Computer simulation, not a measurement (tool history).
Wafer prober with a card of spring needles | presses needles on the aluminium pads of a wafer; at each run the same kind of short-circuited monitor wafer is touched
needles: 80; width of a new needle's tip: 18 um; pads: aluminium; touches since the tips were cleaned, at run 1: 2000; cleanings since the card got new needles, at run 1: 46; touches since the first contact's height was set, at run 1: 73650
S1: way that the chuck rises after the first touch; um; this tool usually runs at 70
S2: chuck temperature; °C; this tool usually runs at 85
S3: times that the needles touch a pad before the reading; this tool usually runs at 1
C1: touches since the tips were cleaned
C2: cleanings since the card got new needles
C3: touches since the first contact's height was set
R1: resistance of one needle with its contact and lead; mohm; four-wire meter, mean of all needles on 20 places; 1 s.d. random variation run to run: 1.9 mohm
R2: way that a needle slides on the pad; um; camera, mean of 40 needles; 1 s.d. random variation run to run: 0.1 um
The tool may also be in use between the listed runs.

{"run": 1, "day": 0.0, "S1": 70, "S2": 85, "S3": 1, "C1": 2000, "C2": 46, "C3": 73650, "R1": 250, "R2": 14.41}
{"day": 0.283, "done": "tips cleaned on abrasive film"}
{"day": 0.662, "done": "tips cleaned on abrasive film"}
{"day": 1.042, "done": "tips cleaned on abrasive film"}
{"day": 1.512, "done": "tips cleaned on abrasive film"}
{"day": 1.983, "done": "tips cleaned on abrasive film"}
{"run": 2, "day": 2.238, "S1": 67, "S2": 85, "S3": 1, "C1": 3276, "C2": 51, "C3": 102428, "R1": 281, "R2": 13.13}
{"day": 2.429, "done": "tips cleaned on abrasive film"}
{"day": 2.9, "done": "tips cleaned on abrasive film"}
{"day": 3.279, "done": "tips cleaned on abrasive film"}
{"run": 3, "day": 3.383, "S1": 56, "S2": 85, "S3": 1, "C1": 1354, "C2": 54, "C3": 117142, "R1": 279, "R2": 11.03}
{"day": 3.667, "done": "tips cleaned on abrasive film"}
{"day": 4.046, "done": "tips cleaned on abrasive film"}
{"day": 4.517, "done": "tips cleaned on abrasive film"}
{"day": 4.896, "done": "tips cleaned on abrasive film"}
{"run": 4, "day": 5.129, "S1": 56, "S2": 42, "S3": 1, "C1": 3002, "C2": 58, "C3": 139571, "R1": 319, "R2": 10.97}
{"day": 5.321, "done": "tips cleaned on abrasive film"}
{"day": 5.696, "done": "tips cleaned on abrasive film"}
{"day": 6.171, "done": "tips cleaned on abrasive film"}
{"day": 6.546, "done": "tips cleaned on abrasive film"}
{"day": 6.738, "done": "tips cleaned on abrasive film, once more"}
{"day": 7.117, "done": "tips cleaned on abrasive film"}
{"day": 7.588, "done": "tips cleaned on abrasive film"}
{"run": 5, "day": 7.892, "S1": 56, "S2": 42, "S3": 1, "C1": 3946, "C2": 65, "C3": 175092, "R1": 341, "R2": 10.9}
{"day": 7.992, "done": "tips cleaned on abrasive film"}
{"day": 8.371, "done": "tips cleaned on abrasive film"}
{"day": 8.567, "done": "height of the first contact set anew"}
{"day": 8.758, "done": "tips cleaned on abrasive film"}
{"day": 9.233, "done": "tips cleaned on abrasive film"}
{"day": 9.704, "done": "tips cleaned on abrasive film"}
{"day": 10.083, "done": "tips cleaned on abrasive film"}
{"run": 6, "day": 10.454, "S1": 56, "S2": 42, "S3": 1, "C1": 4842, "C2": 71, "C3": 24272, "R1": 325, "R2": 11.66}
{"day": 10.554, "done": "tips cleaned on abrasive film"}
{"day": 11.025, "done": "tips cleaned on abrasive film"}
{"day": 11.404, "done": "tips cleaned on abrasive film"}
{"day": 11.783, "done": "tips cleaned on abrasive film"}
{"day": 12.254, "done": "tips cleaned on abrasive film"}
{"day": 12.633, "done": "tips cleaned on abrasive film"}
{"run": 7, "day": 12.825, "S1": 56, "S2": 42, "S3": 1, "C1": 2488, "C2": 77, "C3": 54692, "R1": 311, "R2": 11.53}
{"day": 13.017, "done": "tips cleaned on abrasive film"}
{"day": 13.488, "done": "tips cleaned on abrasive film"}
{"day": 13.958, "done": "tips cleaned on abrasive film"}
{"day": 14.429, "done": "tips cleaned on abrasive film"}
{"run": 8, "day": 14.5, "S1": 69, "S2": 77, "S3": 2, "C1": 892, "C2": 81, "C3": 76236, "R1": 229, "R2": 14.05}
{"day": 14.879, "done": "tips cleaned on abrasive film"}
{"day": 15.258, "done": "tips cleaned on abrasive film"}
{"day": 15.633, "done": "tips cleaned on abrasive film"}
{"day": 16.108, "done": "tips cleaned on abrasive film"}
{"run": 9, "day": 16.158, "S1": 69, "S2": 77, "S3": 2, "C1": 665, "C2": 85, "C3": 97546, "R1": 222, "R2": 14.13}
{"day": 16.538, "done": "tips cleaned on abrasive film"}
{"day": 16.912, "done": "tips cleaned on abrasive film"}
{"day": 17.388, "done": "tips cleaned on abrasive film"}
{"day": 17.767, "done": "tips cleaned on abrasive film"}
{"run": 10, "day": 18.008, "S1": 54, "S2": 52, "S3": 2, "C1": 3144, "C2": 89, "C3": 121336, "R1": 288, "R2": 10.8}
{"day": 18.2, "done": "tips cleaned on abrasive film"}
{"day": 18.575, "done": "tips cleaned on abrasive film"}
{"day": 19.05, "done": "tips cleaned on abrasive film"}
{"run": 11, "day": 19.2, "S1": 86, "S2": 117, "S3": 2, "C1": 1978, "C2": 92, "C3": 136673, "R1": 232, "R2": 17.42}
{"day": 19.488, "done": "tips cleaned on abrasive film"}
{"day": 19.862, "done": "tips cleaned on abrasive film"}
{"day": 20.242, "done": "tips cleaned on abrasive film"}
{"day": 20.621, "done": "tips cleaned on abrasive film"}
{"day": 21.092, "done": "tips cleaned on abrasive film"}
{"day": 21.471, "done": "tips cleaned on abrasive film"}
{"run": 12, "day": 21.75, "S1": 58, "S2": 85, "S3": 2, "C1": 3618, "C2": 98, "C3": 169438, "R1": 279, "R2": 11.49}
{"day": 21.942, "done": "tips cleaned on abrasive film"}
{"day": 22.321, "done": "tips cleaned on abrasive film"}
{"day": 22.792, "done": "tips cleaned on abrasive film"}
{"day": 22.804, "done": "height of the first contact set anew"}
{"day": 23.183, "done": "tips cleaned on abrasive film"}
{"day": 23.562, "done": "tips cleaned on abrasive film"}
{"day": 23.967, "done": "tips cleaned on abrasive film"}
{"run": 13, "day": 23.967, "S1": 51, "S2": 83, "S3": 2, "C1": 0, "C2": 104, "C3": 14959, "R1": 223, "R2": 10.68}

What if the next run were any one of these 4? Each begins from the tool's condition after run 13:
{"day": 24.442, "done": "tips cleaned on abrasive film"}
{"day": 24.821, "done": "tips cleaned on abrasive film"}
{"day": 25.292, "done": "tips cleaned on abrasive film"}
{"day": 25.762, "done": "tips cleaned on abrasive film"}
{"day": 26.233, "done": "tips cleaned on abrasive film"}
{"day": 26.708, "done": "tips cleaned on abrasive film"}
{"run": "A", "day": 26.729, "S1": 84, "S2": 83, "S3": 2, "C1": 305, "C2": 110, "C3": 50482, "R1": "?", "R2": "?"}
{"day": 24.442, "done": "tips cleaned on abrasive film"}
{"day": 24.821, "done": "tips cleaned on abrasive film"}
{"day": 25.292, "done": "tips cleaned on abrasive film"}
{"day": 25.762, "done": "tips cleaned on abrasive film"}
{"day": 26.233, "done": "tips cleaned on abrasive film"}
{"day": 26.708, "done": "tips cleaned on abrasive film"}
{"run": "B", "day": 26.729, "S1": 67, "S2": 72, "S3": 3, "C1": 305, "C2": 110, "C3": 50482, "R1": "?", "R2": "?"}
{"day": 24.442, "done": "tips cleaned on abrasive film"}
{"day": 24.821, "done": "tips cleaned on abrasive film"}
{"day": 25.292, "done": "tips cleaned on abrasive film"}
{"day": 25.762, "done": "tips cleaned on abrasive film"}
{"day": 26.233, "done": "tips cleaned on abrasive film"}
{"day": 26.708, "done": "tips cleaned on abrasive film"}
{"run": "C", "day": 26.729, "S1": 57, "S2": 85, "S3": 1, "C1": 305, "C2": 110, "C3": 50482, "R1": "?", "R2": "?"}
{"day": 24.442, "done": "tips cleaned on abrasive film"}
{"day": 24.821, "done": "tips cleaned on abrasive film"}
{"day": 25.292, "done": "tips cleaned on abrasive film"}
{"day": 25.762, "done": "tips cleaned on abrasive film"}
{"day": 26.233, "done": "tips cleaned on abrasive film"}
{"day": 26.708, "done": "tips cleaned on abrasive film"}
{"run": "D", "day": 26.729, "S1": 51, "S2": 100, "S3": 1, "C1": 305, "C2": 110, "C3": 50482, "R1": "?", "R2": "?"}

run=A R1=215 R2=17.29
run=B R1=216 R2=13.81
run=C R1=243 R2=11.62
run=D R1=256 R2=10.47
Without the tool's unlogged condition, the same runs would have read:
run=A R1=202 R2=17.5
run=B R1=202 R2=14.01
run=C R1=204 R2=11.82
run=D R1=210 R2=10.67

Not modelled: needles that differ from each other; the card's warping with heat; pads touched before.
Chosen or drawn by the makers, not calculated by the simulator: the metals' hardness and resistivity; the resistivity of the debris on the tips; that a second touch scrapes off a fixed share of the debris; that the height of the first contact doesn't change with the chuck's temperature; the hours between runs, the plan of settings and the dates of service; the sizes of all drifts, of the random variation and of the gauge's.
